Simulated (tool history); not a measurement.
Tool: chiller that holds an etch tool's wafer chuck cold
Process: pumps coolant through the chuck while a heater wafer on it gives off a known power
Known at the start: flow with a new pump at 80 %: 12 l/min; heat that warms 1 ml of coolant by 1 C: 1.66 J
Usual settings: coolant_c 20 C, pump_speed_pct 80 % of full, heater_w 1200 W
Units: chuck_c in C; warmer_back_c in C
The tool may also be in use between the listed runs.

{"run": 1, "day": 0.0, "coolant_c": 20, "pump_speed_pct": 80, "heater_w": 1200, "chuck_c": 31.5, "warmer_back_c": 3.73}
{"run": 2, "day": 7.375, "coolant_c": 20, "pump_speed_pct": 80, "heater_w": 1200, "chuck_c": 31.6, "warmer_back_c": 3.76}
{"run": 3, "day": 13.917, "coolant_c": 15, "pump_speed_pct": 80, "heater_w": 1200, "chuck_c": 26.6, "warmer_back_c": 3.85}
{"run": 4, "day": 21.575, "coolant_c": 20, "pump_speed_pct": 80, "heater_w": 1200, "chuck_c": 31.8, "warmer_back_c": 3.79}
{"run": 5, "day": 28.488, "coolant_c": 20, "pump_speed_pct": 80, "heater_w": 1200, "chuck_c": 31.7, "warmer_back_c": 3.83}
{"run": 6, "day": 33.867, "coolant_c": 20, "pump_speed_pct": 80, "heater_w": 1200, "chuck_c": 32.0, "warmer_back_c": 3.8}
{"run": 7, "day": 39.533, "coolant_c": 20, "pump_speed_pct": 80, "heater_w": 1200, "chuck_c": 32.0, "warmer_back_c": 3.81}
{"day": 44.392, "done": "chiller's thermometer calibrated"}
{"run": 8, "day": 44.392, "coolant_c": 20, "pump_speed_pct": 80, "heater_w": 1200, "chuck_c": 32.6, "warmer_back_c": 3.87}
{"run": 9, "day": 49.892, "coolant_c": 20, "pump_speed_pct": 80, "heater_w": 1200, "chuck_c": 32.6, "warmer_back_c": 3.9}
{"run": 10, "day": 54.529, "coolant_c": 20, "pump_speed_pct": 80, "heater_w": 1200, "chuck_c": 32.7, "warmer_back_c": 3.89}
{"run": 11, "day": 62.112, "coolant_c": 20, "pump_speed_pct": 80, "heater_w": 1200, "chuck_c": 32.9, "warmer_back_c": 3.93}
{"run": 12, "day": 68.367, "coolant_c": 20, "pump_speed_pct": 80, "heater_w": 1200, "chuck_c": 33.1, "warmer_back_c": 3.94}
{"run": 13, "day": 74.912, "coolant_c": 25, "pump_speed_pct": 80, "heater_w": 1200, "chuck_c": 38.2, "warmer_back_c": 3.97}
{"run": 14, "day": 79.262, "coolant_c": 25, "pump_speed_pct": 80, "heater_w": 1200, "chuck_c": 38.2, "warmer_back_c": 3.98}
{"run": 15, "day": 82.654, "coolant_c": 20, "pump_speed_pct": 80, "heater_w": 1052, "chuck_c": 31.6, "warmer_back_c": 3.49}
{"run": 16, "day": 86.329, "coolant_c": 20, "pump_speed_pct": 80, "heater_w": 1152, "chuck_c": 32.8, "warmer_back_c": 3.82}
{"run": 17, "day": 89.912, "coolant_c": 20, "pump_speed_pct": 80, "heater_w": 1152, "chuck_c": 32.9, "warmer_back_c": 3.84}
{"run": 18, "day": 94.579, "coolant_c": 20, "pump_speed_pct": 80, "heater_w": 1152, "chuck_c": 32.8, "warmer_back_c": 3.85}
{"run": 19, "day": 100.533, "coolant_c": 13, "pump_speed_pct": 70, "heater_w": 1411, "chuck_c": 31.0, "warmer_back_c": 5.43}
{"run": 20, "day": 104.067, "coolant_c": 18, "pump_speed_pct": 62, "heater_w": 849, "chuck_c": 30.1, "warmer_back_c": 3.74}
{"day": 106.396, "done": "coolant changed, channels flushed"}
{"run": 21, "day": 110.05, "coolant_c": 18, "pump_speed_pct": 62, "heater_w": 849, "chuck_c": 28.6, "warmer_back_c": 3.74}
{"run": 22, "day": 114.45, "coolant_c": 18, "pump_speed_pct": 62, "heater_w": 849, "chuck_c": 28.7, "warmer_back_c": 3.77}
{"run": 23, "day": 120.612, "coolant_c": 18, "pump_speed_pct": 79, "heater_w": 1431, "chuck_c": 33.0, "warmer_back_c": 4.97}
{"run": 24, "day": 125.979, "coolant_c": 24, "pump_speed_pct": 66, "heater_w": 1480, "chuck_c": 42.1, "warmer_back_c": 6.29}
{"run": 25, "day": 131.112, "coolant_c": 19, "pump_speed_pct": 80, "heater_w": 1480, "chuck_c": 34.3, "warmer_back_c": 5.13}
{"run": 26, "day": 138.417, "coolant_c": 26, "pump_speed_pct": 65, "heater_w": 1670, "chuck_c": 47.1, "warmer_back_c": 7.32}
{"day": 144.208, "done": "chiller's thermometer calibrated"}
{"run": 27, "day": 146.067, "coolant_c": 26, "pump_speed_pct": 97, "heater_w": 690, "chuck_c": 32.3, "warmer_back_c": 1.94}
{"run": 28, "day": 151.429, "coolant_c": 13, "pump_speed_pct": 80, "heater_w": 1383, "chuck_c": 27.8, "warmer_back_c": 4.85}
{"day": 153.058, "done": "coolant pump overhauled"}
{"run": 29, "day": 158.45, "coolant_c": 14, "pump_speed_pct": 65, "heater_w": 930, "chuck_c": 24.5, "warmer_back_c": 3.43}
{"run": 30, "day": 162.296, "coolant_c": 14, "pump_speed_pct": 65, "heater_w": 930, "chuck_c": 24.7, "warmer_back_c": 3.49}
{"run": 31, "day": 170.175, "coolant_c": 14, "pump_speed_pct": 83, "heater_w": 930, "chuck_c": 22.7, "warmer_back_c": 2.72}

Forecast each of these 5 alternatives for the next run:
{"run": "A", "day": 175.308, "coolant_c": 15, "pump_speed_pct": 83, "heater_w": 930, "chuck_c": "?", "warmer_back_c": "?"}
{"run": "B", "day": 175.308, "coolant_c": 20, "pump_speed_pct": 80, "heater_w": 1215, "chuck_c": "?", "warmer_back_c": "?"}
{"run": "C", "day": 175.308, "coolant_c": 22, "pump_speed_pct": 63, "heater_w": 1721, "chuck_c": "?", "warmer_back_c": "?"}
{"run": "D", "day": 175.308, "coolant_c": 13, "pump_speed_pct": 90, "heater_w": 930, "chuck_c": "?", "warmer_back_c": "?"}
{"run": "E", "day": 175.308, "coolant_c": 13, "pump_speed_pct": 83, "heater_w": 930, "chuck_c": "?", "warmer_back_c": "?"}

run=A chuck_c=23.7 warmer_back_c=2.70
run=B chuck_c=31.8 warmer_back_c=3.71
run=C chuck_c=42.6 warmer_back_c=6.75
run=D chuck_c=21.1 warmer_back_c=2.50
run=E chuck_c=21.9 warmer_back_c=2.76
Without the tool's hidden state the same runs would have given:
run=A chuck_c=23.1 warmer_back_c=2.66
run=B chuck_c=31.0 warmer_back_c=3.66
run=C chuck_c=41.2 warmer_back_c=6.66
run=D chuck_c=20.6 warmer_back_c=2.47
run=E chuck_c=21.3 warmer_back_c=2.72
